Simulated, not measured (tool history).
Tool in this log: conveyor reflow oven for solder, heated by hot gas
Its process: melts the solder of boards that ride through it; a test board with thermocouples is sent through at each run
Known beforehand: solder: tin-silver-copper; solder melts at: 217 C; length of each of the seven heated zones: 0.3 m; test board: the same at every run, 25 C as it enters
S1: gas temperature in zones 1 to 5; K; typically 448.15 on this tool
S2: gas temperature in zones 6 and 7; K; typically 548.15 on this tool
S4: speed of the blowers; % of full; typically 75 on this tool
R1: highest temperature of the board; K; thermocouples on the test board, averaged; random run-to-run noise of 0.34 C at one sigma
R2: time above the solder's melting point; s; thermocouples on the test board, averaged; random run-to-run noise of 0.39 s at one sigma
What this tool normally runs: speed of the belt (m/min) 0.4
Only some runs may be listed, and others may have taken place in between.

{"run": 1, "hour": 0.0, "S1": 448.15, "S2": 548.15, "speed of the belt (m/min)": 0.4, "S4": 75, "R1": 533.95, "R2": 73.7}
{"run": 2, "hour": 11.9, "S1": 448.15, "S2": 548.15, "speed of the belt (m/min)": 0.4, "S4": 75, "R1": 533.95, "R2": 74.2}
{"run": 3, "hour": 29.8, "S1": 448.15, "S2": 559.15, "speed of the belt (m/min)": 0.4, "S4": 75, "R1": 543.85, "R2": 79.5}
{"run": 4, "hour": 44.6, "S1": 448.15, "S2": 559.15, "speed of the belt (m/min)": 0.4, "S4": 75, "R1": 543.65, "R2": 80.1}
{"run": 5, "hour": 53.8, "S1": 448.15, "S2": 548.15, "speed of the belt (m/min)": 0.4, "S4": 75, "R1": 533.55, "R2": 74.5}
{"run": 6, "hour": 62.3, "S1": 448.15, "S2": 548.15, "speed of the belt (m/min)": 0.4, "S4": 75, "R1": 533.15, "R2": 73.9}
{"run": 7, "hour": 81.6, "S1": 448.15, "S2": 548.15, "speed of the belt (m/min)": 0.4, "S4": 73, "R1": 533.25, "R2": 73.6}
{"run": 8, "hour": 99.1, "S1": 448.15, "S2": 548.15, "speed of the belt (m/min)": 0.4, "S4": 75, "R1": 533.15, "R2": 74.3}
{"run": 9, "hour": 113.9, "S1": 448.15, "S2": 548.15, "speed of the belt (m/min)": 0.4, "S4": 75, "R1": 533.35, "R2": 73.8}
{"run": 10, "hour": 130.0, "S1": 453.15, "S2": 548.15, "speed of the belt (m/min)": 0.4, "S4": 75, "R1": 534.05, "R2": 77}
{"run": 11, "hour": 141.6, "S1": 448.15, "S2": 548.15, "speed of the belt (m/min)": 0.472, "S4": 75, "R1": 527.65, "R2": 57.5}
{"run": 12, "hour": 159.2, "S1": 448.15, "S2": 540.15, "speed of the belt (m/min)": 0.4, "S4": 75, "R1": 526.75, "R2": 68.2}
{"run": 13, "hour": 171.1, "S1": 448.15, "S2": 540.15, "speed of the belt (m/min)": 0.4, "S4": 75, "R1": 526.85, "R2": 69.2}
{"run": 14, "hour": 186.4, "S1": 448.15, "S2": 540.15, "speed of the belt (m/min)": 0.4, "S4": 75, "R1": 525.75, "R2": 69}
{"run": 15, "hour": 204.5, "S1": 448.15, "S2": 540.15, "speed of the belt (m/min)": 0.4, "S4": 75, "R1": 526.75, "R2": 68.5}
{"run": 16, "hour": 218.3, "S1": 448.15, "S2": 548.15, "speed of the belt (m/min)": 0.4, "S4": 75, "R1": 533.25, "R2": 73.9}
{"run": 17, "hour": 234.5, "S1": 448.15, "S2": 548.15, "speed of the belt (m/min)": 0.326, "S4": 73, "R1": 539.95, "R2": 95.4}
{"run": 18, "hour": 251.6, "S1": 448.15, "S2": 558.15, "speed of the belt (m/min)": 0.446, "S4": 51, "R1": 529.55, "R2": 61.6}
{"run": 19, "hour": 263.8, "S1": 448.15, "S2": 558.15, "speed of the belt (m/min)": 0.446, "S4": 51, "R1": 530.35, "R2": 61.5}
{"run": 20, "hour": 282.7, "S1": 447.15, "S2": 558.15, "speed of the belt (m/min)": 0.467, "S4": 51, "R1": 526.65, "R2": 55.3}
{"run": 21, "hour": 295.7, "S1": 448.15, "S2": 541.15, "speed of the belt (m/min)": 0.353, "S4": 63, "R1": 529.05, "R2": 80.1}
{"run": 22, "hour": 312.3, "S1": 448.15, "S2": 541.15, "speed of the belt (m/min)": 0.353, "S4": 63, "R1": 529.25, "R2": 79.8}
{"run": 23, "hour": 331.3, "S1": 438.15, "S2": 550.15, "speed of the belt (m/min)": 0.464, "S4": 68, "R1": 525.45, "R2": 52.2}
{"run": 24, "hour": 348.3, "S1": 448.15, "S2": 548.15, "speed of the belt (m/min)": 0.4, "S4": 79, "R1": 534.05, "R2": 74.3}
{"run": 25, "hour": 367.6, "S1": 460.15, "S2": 545.15, "speed of the belt (m/min)": 0.4, "S4": 75, "R1": 533.55, "R2": 78.8}
{"run": 26, "hour": 384.2, "S1": 460.15, "S2": 545.15, "speed of the belt (m/min)": 0.4, "S4": 75, "R1": 532.75, "R2": 79.5}
{"run": 27, "hour": 397.7, "S1": 436.15, "S2": 541.15, "speed of the belt (m/min)": 0.4, "S4": 79, "R1": 525.65, "R2": 63.2}
{"run": 28, "hour": 413.2, "S1": 448.15, "S2": 548.15, "speed of the belt (m/min)": 0.433, "S4": 51, "R1": 523.25, "R2": 57.7}
{"run": 29, "hour": 431.5, "S1": 444.15, "S2": 548.15, "speed of the belt (m/min)": 0.337, "S4": 75, "R1": 537.75, "R2": 90.1}
{"run": 30, "hour": 443.7, "S1": 444.15, "S2": 554.15, "speed of the belt (m/min)": 0.454, "S4": 83, "R1": 534.35, "R2": 63.1}
{"run": 31, "hour": 454.2, "S1": 444.15, "S2": 559.15, "speed of the belt (m/min)": 0.454, "S4": 83, "R1": 538.65, "R2": 66.5}
{"run": 32, "hour": 466.0, "S1": 444.15, "S2": 559.15, "speed of the belt (m/min)": 0.454, "S4": 83, "R1": 538.25, "R2": 66.6}

Forecast each of these 3 alternatives for the next run:
{"run": "A", "hour": 485.4, "S1": 435.15, "S2": 548.15, "speed of the belt (m/min)": 0.468, "S4": 73, "R1": "?", "R2": "?"}
{"run": "B", "hour": 485.4, "S1": 448.15, "S2": 548.15, "speed of the belt (m/min)": 0.4, "S4": 57, "R1": "?", "R2": "?"}
{"run": "C", "hour": 485.4, "S1": 448.15, "S2": 548.15, "speed of the belt (m/min)": 0.438, "S4": 75, "R1": "?", "R2": "?"}

run=A R1=523.15 R2=50.3
run=B R1=528.65 R2=69
run=C R1=530.05 R2=64
With no hidden state in the tool, these same runs would have given:
run=A R1=522.25 R2=49.6
run=B R1=527.05 R2=67.4
run=C R1=528.75 R2=63
